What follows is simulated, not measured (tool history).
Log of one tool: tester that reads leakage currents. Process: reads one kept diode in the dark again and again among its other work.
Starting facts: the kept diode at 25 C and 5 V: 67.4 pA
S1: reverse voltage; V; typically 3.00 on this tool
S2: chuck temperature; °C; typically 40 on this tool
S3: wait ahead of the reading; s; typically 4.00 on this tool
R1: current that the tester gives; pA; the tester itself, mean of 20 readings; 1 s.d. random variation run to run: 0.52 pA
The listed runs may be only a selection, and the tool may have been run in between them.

| run | hour | S1 | S2 | S3 | R1 |
|---|---|---|---|---|---|
| 1 | 0.0 | 3.00 | 40 | 4.00 | 165.85 |
| 2 | 79.4 | 3.00 | 40 | 4.00 | 165.97 |
| 3 | 154.1 | 1.43 | 40 | 4.00 | 127.25 |
| 4 | 268.6 | 1.43 | 40 | 4.00 | 126.17 |
| 5 | 368.5 | 3.00 | 40 | 4.00 | 164.00 |
| 6 | 458.4 | 3.00 | 40 | 0.92 | 164.36 |
| 7 | 578.3 | 3.00 | 41 | 4.00 | 174.90 |
| 8 | 662.7 | 3.00 | 41 | 4.00 | 174.79 |
| 9 | 751.3 | 3.00 | 41 | 4.00 | 173.42 |
| 10 | 856.6 | 3.00 | 40 | 4.00 | 160.94 |
| 11 | 972.1 | 3.00 | 40 | 4.00 | 162.00 |
|  | 1037.5 | probe card cleaned and baked |
| 12 | 1065.9 | 3.00 | 23 | 4.00 | 42.92 |
| 13 | 1190.4 | 3.00 | 23 | 4.00 | 43.12 |
| 14 | 1287.5 | 3.00 | 40 | 3.07 | 153.94 |
| 15 | 1338.2 | 3.00 | 28 | 4.00 | 63.21 |
| 16 | 1395.0 | 3.00 | 28 | 4.00 | 62.95 |
|  | 1423.2 | chuck's temperature calibrated |
| 17 | 1508.0 | 3.00 | 40 | 0.98 | 172.93 |
| 18 | 1588.6 | 3.00 | 40 | 0.98 | 172.84 |
| 19 | 1684.7 | 3.00 | 40 | 0.98 | 171.97 |
| 20 | 1789.5 | 3.00 | 40 | 0.98 | 171.13 |
| 21 | 1894.2 | 17.42 | 28 | 1.07 | 142.24 |
| 22 | 1989.1 | 3.00 | 23 | 6.42 | 48.62 |
| 23 | 2041.8 | 3.00 | 25 | 6.42 | 57.19 |
| 24 | 2129.9 | 4.80 | 24 | 4.00 | 62.89 |
|  | 2203.0 | tester calibrated |
| 25 | 2203.0 | 4.80 | 24 | 4.00 | 63.50 |
| 26 | 2297.5 | 4.80 | 24 | 4.00 | 63.82 |
| 27 | 2356.7 | 1.83 | 36 | 2.19 | 107.68 |
| 28 | 2416.9 | 3.67 | 40 | 2.24 | 183.70 |
| 29 | 2481.6 | 18.63 | 24 | 8.50 | 112.54 |
| 30 | 2557.9 | 18.63 | 24 | 6.92 | 113.11 |
| 31 | 2621.6 | 5.81 | 24 | 2.73 | 69.16 |
| 32 | 2708.0 | 3.76 | 40 | 2.24 | 183.18 |
| 33 | 2771.7 | 6.28 | 26 | 4.00 | 82.16 |
| 34 | 2882.7 | 3.92 | 39 | 4.00 | 170.88 |
| 35 | 2960.4 | 4.65 | 33 | 4.00 | 119.48 |
| 36 | 3033.2 | 2.26 | 31 | 0.40 | 81.46 |
| 37 | 3131.3 | 2.26 | 31 | 0.40 | 81.36 |

Each row is a separate what-if for the run after 37, all from the same tool condition, not one after another. Results?
| A | 3226.7 | 4.47 | 49 | 4.00 | ? |
| B | 3226.7 | 16.20 | 40 | 4.00 | ? |
| C | 3226.7 | 7.32 | 31 | 1.34 | ? |
| D | 3226.7 | 1.89 | 40 | 4.00 | ? |
| E | 3226.7 | 2.26 | 31 | 4.08 | ? |

| run | R1 |
|---|---|
| A | 352.70 |
| B | 312.15 |
| C | 125.39 |
| D | 140.38 |
| E | 79.20 |
With no hidden state in the tool, these same runs would have given:
| run | R1 |
|---|---|
| A | 371.56 |
| B | 310.08 |
| C | 123.70 |
| D | 148.31 |
| E | 82.07 |
